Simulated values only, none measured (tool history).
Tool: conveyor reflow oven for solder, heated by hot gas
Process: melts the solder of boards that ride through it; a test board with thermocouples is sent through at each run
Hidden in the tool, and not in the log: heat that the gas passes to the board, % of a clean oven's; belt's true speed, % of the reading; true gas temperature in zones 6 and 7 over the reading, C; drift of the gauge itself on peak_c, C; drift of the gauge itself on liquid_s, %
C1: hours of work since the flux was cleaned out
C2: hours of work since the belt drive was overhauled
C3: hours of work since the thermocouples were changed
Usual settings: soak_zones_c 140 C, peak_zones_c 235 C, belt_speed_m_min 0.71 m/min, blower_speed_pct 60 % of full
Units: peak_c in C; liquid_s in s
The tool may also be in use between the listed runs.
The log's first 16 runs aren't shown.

Run 17, hour 229.9: usual settings but soak_zones_c 145 C, peak_zones_c 246 C; C1 114; C2 479; C3 441. Result: peak_c 225.5 C, liquid_s 58.3 s.
Run 18, hour 246.5: usual settings but soak_zones_c 145 C, peak_zones_c 246 C; C1 121; C2 487; C3 449. Result: peak_c 225.6 C, liquid_s 58.4 s.
Run 19, hour 261.1: usual settings but soak_zones_c 145 C, peak_zones_c 246 C; C1 128; C2 493; C3 455. Result: peak_c 225.8 C, liquid_s 58.5 s.
Run 20, hour 271.6: usual settings but peak_zones_c 233 C, belt_speed_m_min 0.653 m/min; C1 133; C2 498; C3 460. Result: peak_c 216.8 C, liquid_s 56 s.
Run 21, hour 284.9: usual settings but soak_zones_c 147 C, peak_zones_c 245 C, belt_speed_m_min 0.653 m/min; C1 138; C2 504; C3 466. Result: peak_c 228.2 C, liquid_s 65.6 s.
Run 22, hour 294.3: usual settings but soak_zones_c 147 C, peak_zones_c 245 C, belt_speed_m_min 0.619 m/min; C1 143; C2 508; C3 470. Result: peak_c 229.5 C, liquid_s 69.9 s.
Run 23, hour 315: usual settings but soak_zones_c 148 C; C1 152; C2 517; C3 479. Result: peak_c 217 C, liquid_s 53.6 s.
At hour 338.3: flux residue cleaned out of gas plates and filters.
Run 24, hour 339.8: usual settings but soak_zones_c 148 C; C1 1; C2 526; C3 488. Result: peak_c 217.8 C, liquid_s 54.2 s.
Run 25, hour 357.4: usual settings but soak_zones_c 127 C, peak_zones_c 230 C, belt_speed_m_min 0.712 m/min; C1 9; C2 534; C3 496. Result: peak_c 209.3 C, liquid_s 40.7 s.
Run 26, hour 374.7: usual settings but soak_zones_c 128 C, peak_zones_c 224 C, belt_speed_m_min 0.62 m/min, blower_speed_pct 64 % of full; C1 16; C2 542; C3 504. Result: peak_c 209.5 C, liquid_s 49.4 s.
Run 27, hour 394.8: usual settings but soak_zones_c 128 C, belt_speed_m_min 0.62 m/min, blower_speed_pct 85 % of full; C1 25; C2 551; C3 513. Result: peak_c 223.4 C, liquid_s 61.2 s.
Run 28, hour 410.2: usual settings but soak_zones_c 151 C, peak_zones_c 226 C, belt_speed_m_min 0.766 m/min, blower_speed_pct 88 % of full; C1 32; C2 558; C3 520. Result: peak_c 213.4 C, liquid_s 49.9 s.
Run 29, hour 422.1: usual settings but soak_zones_c 151 C, peak_zones_c 226 C, belt_speed_m_min 0.766 m/min, blower_speed_pct 88 % of full; C1 37; C2 563; C3 525. Result: peak_c 214 C, liquid_s 49.6 s.
Run 30, hour 436.8: usual settings but soak_zones_c 130 C, belt_speed_m_min 0.657 m/min; C1 44; C2 569; C3 532. Result: peak_c 216.7 C, liquid_s 51.9 s.

4 ways to go on from here, each from the tool as it stands after run 30. What would each give?
Run A, hour 455.6: usual settings but soak_zones_c 144 C; C1 52; C2 578; C3 540. Result: peak_c ?, liquid_s ?.
Run B, hour 455.6: usual settings but soak_zones_c 130 C, peak_zones_c 247 C, belt_speed_m_min 0.657 m/min; C1 52; C2 578; C3 540. Result: peak_c ?, liquid_s ?.
Run C, hour 455.6: usual settings but soak_zones_c 147 C, belt_speed_m_min 0.657 m/min, blower_speed_pct 66 % of full; C1 52; C2 578; C3 540. Result: peak_c ?, liquid_s ?.
Run D, hour 455.6: usual settings but soak_zones_c 130 C, belt_speed_m_min 0.785 m/min, blower_speed_pct 81 % of full; C1 52; C2 578; C3 540. Result: peak_c ?, liquid_s ?.

run  peak_c  liquid_s
  A   216.6      52.2
  B   227.6      59.3
  C   220.5      61.3
  D   215.8      42.8
Without the tool's hidden state the same runs would have given:
run  peak_c  liquid_s
  A   217.1      52.1
  B   228.1        59
  C   221.1      61.1
  D   216.4      42.8
